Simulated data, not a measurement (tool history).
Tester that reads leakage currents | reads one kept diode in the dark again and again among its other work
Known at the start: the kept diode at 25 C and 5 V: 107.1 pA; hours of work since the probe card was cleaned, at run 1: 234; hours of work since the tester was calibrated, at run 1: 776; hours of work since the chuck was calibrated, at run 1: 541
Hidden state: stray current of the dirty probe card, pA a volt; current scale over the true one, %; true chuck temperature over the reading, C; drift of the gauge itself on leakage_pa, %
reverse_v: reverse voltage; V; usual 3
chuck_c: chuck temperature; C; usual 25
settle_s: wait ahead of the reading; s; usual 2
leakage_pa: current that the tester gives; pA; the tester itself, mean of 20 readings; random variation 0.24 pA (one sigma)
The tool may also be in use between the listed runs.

| run | day | reverse_v | chuck_c | settle_s | hours of work since the probe card was cleaned | hours of work since the tester was calibrated | hours of work since the chuck was calibrated | leakage_pa |
|---|---|---|---|---|---|---|---|---|
| 1 | 0 | 3 | 25 | 2 | 234 | 776 | 541 | 83.19 |
| 2 | 1.929 | 3 | 25 | 0.73 | 254 | 796 | 561 | 83.91 |
| 3 | 3.1 | 11.66 | 25 | 2 | 266 | 808 | 573 | 190.96 |
| 4 | 4.592 | 11.66 | 25 | 2 | 282 | 823 | 588 | 189.85 |
| 5 | 6.033 | 3 | 25 | 4.38 | 296 | 838 | 603 | 83.95 |
| 6 | 8.15 | 3 | 38 | 4.38 | 318 | 860 | 625 | 206.31 |
| 7 | 10.117 | 3 | 38 | 4.38 | 339 | 881 | 646 | 204.97 |
| 8 | 12.15 | 3 | 38 | 4.38 | 360 | 902 | 667 | 206.42 |
| 9 | 13.696 | 3 | 38 | 4.38 | 376 | 918 | 683 | 206.04 |
| 10 | 15.688 | 3 | 38 | 4.38 | 396 | 938 | 703 | 207.33 |
| 11 | 17.5 | 3 | 38 | 4.38 | 415 | 957 | 722 | 208.26 |
| 12 | 20.296 | 3 | 25 | 2.12 | 444 | 986 | 751 | 85.55 |
| 13 | 22.825 | 3 | 25 | 2 | 470 | 1012 | 777 | 86.08 |
| 14 | 24.154 | 3 | 25 | 2 | 484 | 1026 | 791 | 85.76 |
| 15 | 26.108 | 3 | 25 | 2 | 504 | 1046 | 811 | 86.11 |
| 16 | 28.05 | 3 | 25 | 2 | 524 | 1066 | 831 | 86.56 |
| 17 | 30.379 | 3 | 25 | 2 | 548 | 1090 | 855 | 86.55 |
| 18 | 32.008 | 1.82 | 22 | 0.93 | 565 | 1107 | 872 | 52.06 |
| 19 | 34.721 | 1.82 | 22 | 0.93 | 593 | 1135 | 900 | 52.29 |
| 20 | 36.771 | 1.82 | 22 | 0.93 | 614 | 1156 | 921 | 52.44 |
| 21 | 38.475 | 3.69 | 22 | 9.79 | 632 | 1174 | 939 | 80.09 |
| 22 | 40.85 | 3.69 | 22 | 9.79 | 656 | 1198 | 963 | 80.27 |
| 23 | 43.588 | 10.32 | 25 | 2 | 684 | 1226 | 991 | 188.7 |
| 24 | 45.629 | 10.32 | 25 | 2 | 706 | 1247 | 1012 | 189.06 |
| 25 | 47.188 | 1.22 | 31 | 2 | 722 | 1264 | 1029 | 77.71 |
| 26 | 49.071 | 1.22 | 31 | 2 | 741 | 1283 | 1048 | 77.67 |
| 27 | 50.458 | 3 | 32 | 2 | 755 | 1297 | 1062 | 144.15 |
| 28 | 52.342 | 3 | 21 | 2 | 775 | 1317 | 1082 | 67.17 |
| 29 | 53.588 | 3 | 21 | 2 | 788 | 1330 | 1095 | 67.57 |
| 30 | 55.858 | 3 | 52 | 5.17 | 811 | 1353 | 1118 | 524.16 |
| 31 | 58.071 | 3 | 33 | 0.64 | 834 | 1376 | 1141 | 156.3 |

Forecast each of these 5 alternatives for the next run:
| A | 59.788 | 3 | 45 | 0.64 | 852 | 1394 | 1159 | ? |
| B | 59.788 | 9.23 | 33 | 5.35 | 852 | 1394 | 1159 | ? |
| C | 59.788 | 6.73 | 33 | 0.64 | 852 | 1394 | 1159 | ? |
| D | 59.788 | 19.34 | 29 | 7.72 | 852 | 1394 | 1159 | ? |
| E | 59.788 | 3.12 | 25 | 2 | 852 | 1394 | 1159 | ? |

| run | leakage_pa |
|---|---|
| A | 342.55 |
| B | 309.19 |
| C | 256.04 |
| D | 372.4 |
| E | 92.74 |
Without the tool's hidden state the same runs would have given:
| run | leakage_pa |
|---|---|
| A | 311.02 |
| B | 273.89 |
| C | 227.75 |
| D | 323.16 |
| E | 81.48 |
